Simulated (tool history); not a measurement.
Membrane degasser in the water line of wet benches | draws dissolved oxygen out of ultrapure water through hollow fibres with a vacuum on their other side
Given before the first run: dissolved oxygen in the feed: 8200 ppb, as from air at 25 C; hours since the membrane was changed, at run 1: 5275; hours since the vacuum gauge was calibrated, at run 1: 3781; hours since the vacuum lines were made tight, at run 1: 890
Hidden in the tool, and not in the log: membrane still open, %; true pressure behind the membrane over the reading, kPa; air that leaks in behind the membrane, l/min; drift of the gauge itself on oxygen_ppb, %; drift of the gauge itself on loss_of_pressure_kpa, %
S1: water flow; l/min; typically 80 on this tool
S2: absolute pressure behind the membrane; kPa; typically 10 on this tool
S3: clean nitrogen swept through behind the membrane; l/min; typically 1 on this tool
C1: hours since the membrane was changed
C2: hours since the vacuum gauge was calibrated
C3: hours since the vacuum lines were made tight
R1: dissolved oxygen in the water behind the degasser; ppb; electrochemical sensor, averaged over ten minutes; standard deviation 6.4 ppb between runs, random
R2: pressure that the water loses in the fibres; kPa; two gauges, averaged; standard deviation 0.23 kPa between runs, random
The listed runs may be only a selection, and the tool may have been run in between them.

run    hour   S1    S2    S3    C1    C2    C3      R1     R2
  1       0   80    10     1  5275  3781   890   921.7  62.39
  2   193.1   80    10  0.45  5468  3974  1083  1411.7  62.72
  3     386   80  11.3  0.45  5661  4167  1276  1640.5  62.71
  4   477.8   80    10  1.65  5753  4259  1368   691.2  62.72
  5   608.7   80    10  1.65  5884  4389  1499   693.4  62.39
  6   757.2   80    10     1  6032  4538  1648   941.6  62.25
  7   954.5   80    10     1  6229  4735  1845   945.2  62.87
  8  1090.8   80    10     1  6366  4872  1981   953.7   63.5
  9  1188.2   80    10     1  6463  4969  2079   950.1  63.04
 10  1344.5   80    10     1  6619  5125  2235   951.8  63.02
 11  1453.9   80    10     1  6729  5235  2344   960.8  63.19
 12  1547.9   80    10     1  6823  5329  2438   958.9  63.49
 13    1682   80    10     1  6957  5463  2572   949.8  63.19
 14  1786.4   80    10     1  7061  5567  2677   959.4   63.4
 15    1882   80    10     1  7157  5663  2772   948.9  63.38
 16  2021.9   80    10     1  7297  5803  2912   948.8  63.27
 17  2172.4   64    10  1.14  7447  5953  3063   758.6   50.9
 18  2380.4   64    10  1.14  7655  6161  3271   753.7  51.13
 19  2509.9   75   7.2  0.57  7785  6291  3400   823.4  60.01
 20  2715.2   80    10  1.82  7990  6496  3606   667.8  64.01
 21  2880.6   80    10  1.82  8156  6661  3771   677.8  63.66
 22  3069.8   89    10     1  8345  6851  3960  1033.6  71.24
 23  3158.6   80  12.9     1  8434  6939  4049    1288  64.27
     3233.8  -- seals of the vacuum lines changed
     3248.5  -- vacuum gauge calibrated
 24  3326.4   75  10.9  0.55  8599    78    92  1337.8  59.82
 25  3539.7  107  16.9     1  8812   291   305  1952.4  86.26
 26  3716.8   82   7.1  0.59  8989   468   483   760.7  65.61
 27  3887.1   82   8.7   0.5  9160   639   653    1104     66
 28  4032.5   82   8.7   0.5  9305   784   798  1117.4  66.42
 29  4148.3   80   7.3  0.79  9421   900   914   679.9  64.53
 30  4276.2   80   7.3  0.79  9549  1028  1042   696.8  64.68
 31  4489.9   80   7.3  0.79  9762  1241  1256   687.2  65.11

Measured minus without-hidden-state, run by run (identical run-to-run variation in each term; gauge scatter may differ):
run     R1     R2
  1  +44.4  +2.58
  2  +62.4  +2.68
  3  +62.1   +2.8
  4  +41.2  +2.83
  5  +42.6  +2.88
  6  +53.7  +2.95
  7  +56.2  +3.08
  8  +58.2  +3.18
  9  +59.1  +3.22
 10  +60.9   +3.3
 11  +62.6  +3.36
 12  +63.7  +3.42
 13  +64.7  +3.47
 14  +66.6  +3.54
 15  +66.8   +3.6
 16  +68.4  +3.67
 17  +57.8     +3
 18  +59.3  +3.11
 19  +96.8   +3.7
 20    +61  +4.03
 21  +63.2  +4.11
 22  +86.5  +4.72
 23  +76.3  +4.29
 24  +12.6  +4.07
 25  +20.7  +6.01
 26  +23.5  +4.66
 27    +24   +4.8
 28  +26.6  +4.89
 29  +28.9   +4.8
 30  +31.5  +4.89
 31  +34.1  +5.03

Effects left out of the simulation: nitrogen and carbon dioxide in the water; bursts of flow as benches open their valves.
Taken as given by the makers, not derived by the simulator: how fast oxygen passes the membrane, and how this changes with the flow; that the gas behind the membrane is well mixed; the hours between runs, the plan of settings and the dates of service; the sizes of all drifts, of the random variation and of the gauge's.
